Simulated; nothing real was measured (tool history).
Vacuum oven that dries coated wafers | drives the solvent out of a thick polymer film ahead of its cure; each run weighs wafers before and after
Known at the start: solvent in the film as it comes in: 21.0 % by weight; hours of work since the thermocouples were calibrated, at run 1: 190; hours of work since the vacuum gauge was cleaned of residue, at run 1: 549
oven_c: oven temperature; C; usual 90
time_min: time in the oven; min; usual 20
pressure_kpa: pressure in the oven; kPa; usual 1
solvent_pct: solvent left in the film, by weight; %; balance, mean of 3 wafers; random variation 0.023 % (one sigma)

run	hour	oven_c	time_min	pressure_kpa	hours of work since the thermocouples were calibrated	hours of work since the vacuum gauge was cleaned of residue	solvent_pct
1	0	90	20	1	190	549	1.81
2	23.2	84	20	1	209	568	3.47
3	34.2	84	20	1	218	577	3.44
4	45.6	84	20	1	227	586	3.44
5	66.9	90	20	1	244	603	1.82
6	82.1	90	20	1	256	615	1.83
7	96	90	20	1	267	626	1.86
8	114.6	90	20	1	282	641	1.85
9	137	90	34	1	300	659	0.63
10	151.8	93	12	1	311	671	3.37
11	166.9	93	12	1	323	683	3.38
12	191.1	79	12	2.76	343	702	8.78
# hour 193.7: vacuum gauge cleaned of residue and calibrated
13	209.8	79	12	2.76	357	13	8.77
14	221.5	79	12	2.76	366	22	8.87
15	240.9	79	12	2.76	381	38	8.82
16	259.6	101	20	1	396	53	0.45
17	280.1	83	23	1.54	413	69	3.28
18	300.4	90	20	1.43	429	85	2.08

5 ways to go on from here, each from the tool as it stands after run 18. What would each give?
# hour 303.7: vacuum gauge cleaned of residue and calibrated, once more
A	322.5	85	20	1.43	445	15	?
# hour 303.7: vacuum gauge cleaned of residue and calibrated, once more
B	322.5	90	15	1.24	445	15	?
# hour 303.7: vacuum gauge cleaned of residue and calibrated, once more
C	322.5	82	18	0.6	445	15	?
# hour 303.7: vacuum gauge cleaned of residue and calibrated, once more
D	322.5	105	29	3.15	445	15	?
# hour 303.7: vacuum gauge cleaned of residue and calibrated, once more
E	322.5	95	19	0.93	445	15	?

run	solvent_pct
A	3.29
B	3.22
C	4.58
D	0.52
E	1.07
Without the tool's hidden state the same runs would have given:
run	solvent_pct
A	3.22
B	3.15
C	4.5
D	0.51
E	1.04

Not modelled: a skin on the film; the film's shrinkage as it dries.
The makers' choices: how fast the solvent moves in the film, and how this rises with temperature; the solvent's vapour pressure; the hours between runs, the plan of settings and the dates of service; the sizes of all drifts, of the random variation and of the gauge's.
